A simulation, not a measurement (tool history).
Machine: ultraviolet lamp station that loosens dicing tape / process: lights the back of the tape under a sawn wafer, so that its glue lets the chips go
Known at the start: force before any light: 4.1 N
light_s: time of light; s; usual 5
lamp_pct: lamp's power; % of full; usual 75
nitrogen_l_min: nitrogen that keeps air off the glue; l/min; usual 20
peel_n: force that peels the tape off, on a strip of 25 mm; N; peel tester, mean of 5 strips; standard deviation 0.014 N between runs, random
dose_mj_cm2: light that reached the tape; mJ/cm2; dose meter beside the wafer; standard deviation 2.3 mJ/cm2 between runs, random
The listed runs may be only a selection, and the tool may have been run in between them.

run 1 hour=0.0 | light_s=5 lamp_pct=75 nitrogen_l_min=20 | peel_n=0.878 dose_mj_cm2=174
run 2 hour=36.7 | light_s=3 lamp_pct=75 nitrogen_l_min=20 | peel_n=1.607 dose_mj_cm2=103
run 3 hour=114.0 | light_s=3 lamp_pct=75 nitrogen_l_min=20 | peel_n=1.702 dose_mj_cm2=97
run 4 hour=154.5 | light_s=3 lamp_pct=75 nitrogen_l_min=20 | peel_n=1.718 dose_mj_cm2=98
run 5 hour=221.0 | light_s=5 lamp_pct=75 nitrogen_l_min=20 | peel_n=1.044 dose_mj_cm2=156
run 6 hour=301.7 | light_s=5 lamp_pct=75 nitrogen_l_min=20 | peel_n=1.073 dose_mj_cm2=150
run 7 hour=379.4 | light_s=5 lamp_pct=81 nitrogen_l_min=20 | peel_n=1.065 dose_mj_cm2=153
-- hour=404.0 window cleaned of glue's vapour
run 8 hour=447.5 | light_s=6 lamp_pct=81 nitrogen_l_min=20 | peel_n=0.729 dose_mj_cm2=202
run 9 hour=517.3 | light_s=6 lamp_pct=81 nitrogen_l_min=20 | peel_n=0.776 dose_mj_cm2=190
run 10 hour=585.9 | light_s=2 lamp_pct=97 nitrogen_l_min=31 | peel_n=1.971 dose_mj_cm2=73
run 11 hour=665.3 | light_s=5 lamp_pct=96 nitrogen_l_min=20 | peel_n=0.903 dose_mj_cm2=170
run 12 hour=736.4 | light_s=5 lamp_pct=96 nitrogen_l_min=39 | peel_n=0.824 dose_mj_cm2=162
run 13 hour=813.1 | light_s=2 lamp_pct=68 nitrogen_l_min=26 | peel_n=2.711 dose_mj_cm2=43
run 14 hour=893.8 | light_s=5 lamp_pct=80 nitrogen_l_min=33 | peel_n=1.218 dose_mj_cm2=122
-- hour=942.4 lamp changed
run 15 hour=952.4 | light_s=3 lamp_pct=66 nitrogen_l_min=20 | peel_n=1.534 dose_mj_cm2=105
run 16 hour=994.2 | light_s=3 lamp_pct=66 nitrogen_l_min=20 | peel_n=1.577 dose_mj_cm2=103
run 17 hour=1056.1 | light_s=3 lamp_pct=66 nitrogen_l_min=20 | peel_n=1.653 dose_mj_cm2=96

Predict each of these 5 candidate next runs independently; none follows another, all start after run 17:
run A hour=1091.4 | light_s=5 lamp_pct=93 nitrogen_l_min=36 | peel_n=? dose_mj_cm2=?
run B hour=1091.4 | light_s=5 lamp_pct=76 nitrogen_l_min=8 | peel_n=? dose_mj_cm2=?
run C hour=1091.4 | light_s=6 lamp_pct=82 nitrogen_l_min=19 | peel_n=? dose_mj_cm2=?
run D hour=1091.4 | light_s=4 lamp_pct=87 nitrogen_l_min=13 | peel_n=? dose_mj_cm2=?
run E hour=1091.4 | light_s=5 lamp_pct=79 nitrogen_l_min=20 | peel_n=? dose_mj_cm2=?

run=A peel_n=0.506 dose_mj_cm2=227
run=B peel_n=1.034 dose_mj_cm2=184
run=C peel_n=0.533 dose_mj_cm2=239
run=D peel_n=1.020 dose_mj_cm2=164
run=E peel_n=0.773 dose_mj_cm2=194
Without the tool's hidden state the same runs would have given:
run=A peel_n=0.391 dose_mj_cm2=266
run=B peel_n=0.836 dose_mj_cm2=216
run=C peel_n=0.411 dose_mj_cm2=280
run=D peel_n=0.822 dose_mj_cm2=193
run=E peel_n=0.605 dose_mj_cm2=227
